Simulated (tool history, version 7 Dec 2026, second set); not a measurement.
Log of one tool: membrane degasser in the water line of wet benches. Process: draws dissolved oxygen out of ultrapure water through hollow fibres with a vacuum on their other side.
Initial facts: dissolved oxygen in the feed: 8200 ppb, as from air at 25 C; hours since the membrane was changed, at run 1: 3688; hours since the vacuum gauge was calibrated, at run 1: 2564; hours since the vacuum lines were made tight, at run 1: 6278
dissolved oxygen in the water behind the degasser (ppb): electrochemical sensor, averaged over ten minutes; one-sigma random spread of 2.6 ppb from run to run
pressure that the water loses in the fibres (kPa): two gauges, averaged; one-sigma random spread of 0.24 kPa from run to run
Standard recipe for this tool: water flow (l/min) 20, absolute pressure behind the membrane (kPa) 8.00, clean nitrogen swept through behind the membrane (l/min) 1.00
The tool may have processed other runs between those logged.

run    hour  water flow (l/min)  absolute pressure behind the membrane (kPa)  clean nitrogen swept through behind the membrane (l/min)  hours since the membrane was changed  hours since the vacuum gauge was calibrated  hours since the vacuum lines were made tight  dissolved oxygen in the water behind the degasser (ppb)  pressure that the water loses in the fibres (kPa)
  1     0.0                  20                                         8.00                                                      1.00                                  3688                                         2564                                          6278                                                    276.9                                              64.36
  2    98.3                  20                                         8.00                                                      1.00                                  3787                                         2662                                          6376                                                    274.8                                              64.36
  3   166.8                  20                                         8.00                                                      1.00                                  3855                                         2731                                          6445                                                    273.0                                              64.39
  4   253.0                  20                                         8.00                                                      1.00                                  3941                                         2817                                          6531                                                    271.7                                              64.89
  5   333.9                  20                                         8.00                                                      1.00                                  4022                                         2898                                          6612                                                    273.7                                              64.25
  6   403.1                  20                                         8.00                                                      1.00                                  4091                                         2967                                          6681                                                    272.9                                              64.94
  7   474.6                  20                                         8.00                                                      1.00                                  4163                                         3038                                          6752                                                    272.1                                              64.62
  8   564.8                  20                                        19.40                                                      1.00                                  4253                                         3129                                          6843                                                    741.0                                              64.20
      586.3  -- seals of the vacuum lines changed
  9   628.3                  20                                        19.40                                                      1.00                                  4315                                         3190                                            42                                                    736.3                                              64.28
 10   741.3                  20                                        19.40                                                      1.00                                  4428                                         3303                                           155                                                    732.3                                              64.37
 11   850.1                  20                                        19.40                                                      1.00                                  4536                                         3412                                           264                                                    727.5                                              64.82
 12   945.3                  20                                         8.00                                                      2.12                                  4632                                         3507                                           359                                                    164.2                                              64.55
 13  1046.7                  17                                         8.00                                                      1.00                                  4733                                         3608                                           460                                                    229.7                                              55.02
 14  1144.3                  17                                         8.00                                                      2.27                                  4831                                         3706                                           558                                                    132.3                                              54.62
 15  1250.1                  17                                         8.00                                                      2.27                                  4936                                         3812                                           664                                                    134.7                                              54.93
 16  1335.4                  21                                         8.00                                                      2.27                                  5022                                         3897                                           749                                                    172.0                                              67.72
 17  1408.1                  13                                         5.11                                                      0.52                                  5094                                         3970                                           822                                                    146.9                                              42.21
 18  1488.8                  13                                         5.11                                                      0.52                                  5175                                         4051                                           903                                                    143.2                                              41.98
 19  1545.2                  13                                         5.11                                                      0.52                                  5231                                         4107                                           959                                                    141.3                                              42.40
 20  1620.1                  14                                        13.41                                                      0.61                                  5306                                         4182                                          1034                                                    535.8                                              45.61
 21  1703.8                  21                                        12.47                                                      1.00                                  5390                                         4266                                          1118                                                    479.1                                              68.02
 22  1759.7                  21                                        12.47                                                      1.00                                  5446                                         4321                                          1173                                                    482.2                                              68.08
 23  1818.4                  21                                        12.47                                                      1.00                                  5505                                         4380                                          1232                                                    479.1                                              67.99
 24  1891.4                  21                                        12.47                                                      1.00                                  5578                                         4453                                          1305                                                    482.9                                              68.08
 25  1947.4                  20                                         8.79                                                      0.96                                  5634                                         4509                                          1361                                                    320.3                                              65.46
 26  2046.9                  12                                        14.24                                                      2.86                                  5733                                         4609                                          1461                                                    138.8                                              38.89
 27  2101.2                  12                                        14.24                                                      2.86                                  5787                                         4663                                          1515                                                    139.2                                              39.03
 28  2179.1                  12                                        14.24                                                      2.86                                  5865                                         4741                                          1593                                                    140.3                                              38.57
 29  2273.3                  20                                        19.18                                                      2.86                                  5960                                         4835                                          1687                                                    322.4                                              65.37
 30  2369.2                  16                                         6.33                                                      1.48                                  6055                                         4931                                          1783                                                    128.4                                              52.00
 31  2429.5                  16                                         6.33                                                      1.48                                  6116                                         4991                                          1843                                                    127.6                                              52.02
 32  2502.4                  28                                         7.67                                                      0.99                                  6189                                         5064                                          1916                                                    367.4                                              90.99

For some of the steps in dissolved oxygen in the water behind the degasser (ppb) from one run to the next: how much would appear even if the tool had no hidden state, given the settings, what came in and random variation, and how much remains for the hidden state plus any gauge scatter that the measured result and the result without hidden state don't share?
What the log doesn't record here: membrane still open, %; true pressure behind the membrane over the reading, kPa; air that leaks in behind the membrane, l/min; drift of the gauge itself on oxygen_ppb, %; drift of the gauge itself on loss_of_pressure_kpa, %.
Run 7 -> 8: absolute pressure behind the membrane (kPa) 8.00 -> 19.40. dissolved oxygen in the water behind the degasser (ppb) +468.9: hidden state +5.3, all else +463.6.
Run 8 -> 9: seals of the vacuum lines changed. dissolved oxygen in the water behind the degasser (ppb) -4.7: hidden state -7.7, all else +3.0.
Run 11 -> 12: absolute pressure behind the membrane (kPa) 19.40 -> 8.00, clean nitrogen swept through behind the membrane (l/min) 1.00 -> 2.12. dissolved oxygen in the water behind the degasser (ppb) -563.3: hidden state -3.3, all else -560.0.
Run 19 -> 20: water flow (l/min) 13 -> 14, absolute pressure behind the membrane (kPa) 5.11 -> 13.41, clean nitrogen swept through behind the membrane (l/min) 0.52 -> 0.61. dissolved oxygen in the water behind the degasser (ppb) +394.5: hidden state +0.2, all else +394.3.
Run 25 -> 26: water flow (l/min) 20 -> 12, absolute pressure behind the membrane (kPa) 8.79 -> 14.24, clean nitrogen swept through behind the membrane (l/min) 0.96 -> 2.86. dissolved oxygen in the water behind the degasser (ppb) -181.5: hidden state -11.3, all else -170.2.
Run 31 -> 32: water flow (l/min) 16 -> 28, absolute pressure behind the membrane (kPa) 6.33 -> 7.67, clean nitrogen swept through behind the membrane (l/min) 1.48 -> 0.99. dissolved oxygen in the water behind the degasser (ppb) +239.8: hidden state +13.5, all else +226.3.
